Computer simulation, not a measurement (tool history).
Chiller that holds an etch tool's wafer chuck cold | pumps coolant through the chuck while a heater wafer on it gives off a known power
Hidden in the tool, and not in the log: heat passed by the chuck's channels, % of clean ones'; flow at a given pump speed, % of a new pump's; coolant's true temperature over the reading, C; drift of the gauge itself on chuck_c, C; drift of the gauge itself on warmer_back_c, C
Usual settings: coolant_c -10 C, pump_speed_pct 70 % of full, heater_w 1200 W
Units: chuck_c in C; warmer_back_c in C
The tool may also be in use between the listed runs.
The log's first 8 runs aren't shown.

| run | hour | coolant_c | pump_speed_pct | heater_w | hours since the coolant was changed and the channels were flushed | hours since the pump was overhauled | hours since the chiller's thermometer was calibrated | chuck_c | warmer_back_c |
|---|---|---|---|---|---|---|---|---|---|
| 9 | 162.3 | -12 | 70 | 1594 | 3330 | 1104 | 3455 | 1.8 | 7.69 |
| 10 | 192.2 | -8 | 70 | 1200 | 3360 | 1134 | 3485 | 2.2 | 5.82 |
| 11 | 220.1 | -8 | 70 | 1200 | 3387 | 1162 | 3512 | 2.4 | 5.82 |
| 12 | 240.4 | -8 | 70 | 1200 | 3408 | 1182 | 3533 | 2.3 | 5.79 |
| 13 | 255.7 | -8 | 70 | 1200 | 3423 | 1197 | 3548 | 2.2 | 5.82 |
| 14 | 277.6 | -10 | 70 | 1200 | 3445 | 1219 | 3570 | 0.4 | 5.83 |
| 15 | 305.2 | -10 | 70 | 1200 | 3472 | 1247 | 3597 | 0.2 | 5.79 |
| 16 | 332.6 | -10 | 70 | 1200 | 3500 | 1274 | 3625 | 0.3 | 5.83 |
| 17 | 346.4 | -10 | 71 | 1200 | 3514 | 1288 | 3639 | 0.2 | 5.74 |
| 18 | 368.4 | -10 | 71 | 626 | 3536 | 1310 | 3661 | -5.2 | 3.04 |
| 19 | 394 | -10 | 67 | 1259 | 3561 | 1335 | 3686 | 1.3 | 6.41 |
|  | 400.8 | chiller's thermometer calibrated |
| 20 | 423.9 | -10 | 81 | 1226 | 3590 | 1364 | 23 | -0.1 | 5.11 |
| 21 | 439.2 | -10 | 97 | 1707 | 3606 | 1380 | 38 | 1.6 | 5.82 |
| 22 | 463.7 | -10 | 97 | 1200 | 3630 | 1404 | 63 | -1.8 | 4.16 |
| 23 | 479.1 | -4 | 61 | 974 | 3645 | 1420 | 78 | 6 | 5.47 |
| 24 | 495.1 | -4 | 61 | 974 | 3661 | 1436 | 94 | 6.1 | 5.5 |
| 25 | 513 | -4 | 61 | 974 | 3679 | 1453 | 112 | 6 | 5.55 |
| 26 | 530.8 | -5 | 95 | 730 | 3697 | 1471 | 130 | 0.2 | 2.55 |
| 27 | 554.7 | -1 | 64 | 1200 | 3721 | 1495 | 154 | 10.8 | 6.48 |
| 28 | 585.7 | -17 | 70 | 1753 | 3752 | 1526 | 185 | -1 | 8.53 |
| 29 | 606.4 | -17 | 69 | 1644 | 3773 | 1547 | 206 | -2 | 8.14 |
| 30 | 619 | -4 | 66 | 934 | 3785 | 1559 | 218 | 5 | 4.86 |
| 31 | 637.6 | -4 | 66 | 934 | 3804 | 1578 | 237 | 4.9 | 4.86 |

3 ways to go on from here, each from the tool as it stands after run 31. What would each give?
| A | 658.5 | -1 | 70 | 1200 | 3825 | 1599 | 258 | ? | ? |
| B | 658.5 | -7 | 79 | 934 | 3825 | 1599 | 258 | ? | ? |
| C | 658.5 | -2 | 70 | 1529 | 3825 | 1599 | 258 | ? | ? |

| run | chuck_c | warmer_back_c |
|---|---|---|
| A | 9.8 | 5.82 |
| B | 0.6 | 3.93 |
| C | 11.9 | 7.48 |
Without the tool's hidden state the same runs would have given:
| run | chuck_c | warmer_back_c |
|---|---|---|
| A | 9.1 | 5.75 |
| B | 0.1 | 3.88 |
| C | 10.9 | 7.38 |

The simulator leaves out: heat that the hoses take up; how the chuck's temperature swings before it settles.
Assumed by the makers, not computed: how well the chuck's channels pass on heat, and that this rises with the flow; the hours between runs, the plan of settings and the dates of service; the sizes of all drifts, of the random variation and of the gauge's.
